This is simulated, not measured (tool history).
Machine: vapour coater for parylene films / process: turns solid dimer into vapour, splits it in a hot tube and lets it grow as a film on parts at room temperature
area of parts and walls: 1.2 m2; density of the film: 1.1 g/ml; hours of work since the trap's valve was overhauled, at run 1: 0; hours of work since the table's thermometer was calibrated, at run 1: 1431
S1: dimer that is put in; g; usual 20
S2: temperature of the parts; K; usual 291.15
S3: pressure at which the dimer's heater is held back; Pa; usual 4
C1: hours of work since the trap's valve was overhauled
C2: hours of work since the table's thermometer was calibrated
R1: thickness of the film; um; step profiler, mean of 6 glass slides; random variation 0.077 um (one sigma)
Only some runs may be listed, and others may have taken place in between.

run   hour  S1      S2    S3   C1    C2     R1
  1      0  20  291.15     4    0  1431  10.12
  2   47.1  20  291.15     4   25  1456  10.03
  3   77.8  20  291.15     4   41  1473    9.9
  4    139  20  291.15     4   73  1505    9.9
  5  209.4  20  291.15     4  111  1542   9.76
  6  261.8  20  295.15     4  138  1570    8.7
     287.3  -- table's thermometer calibrated
  7  321.7  20  295.15     4  169    18   8.37
     329.4  -- trap's valve overhauled
  8  385.6  20  292.15  3.19   30    50   9.32

The next listed run, before its measurement:
  9  444.1  20  292.15  3.19  61  81   ?

R1: 9.24 um
With no hidden state in the tool, this same run would have given R1 9.84 um.
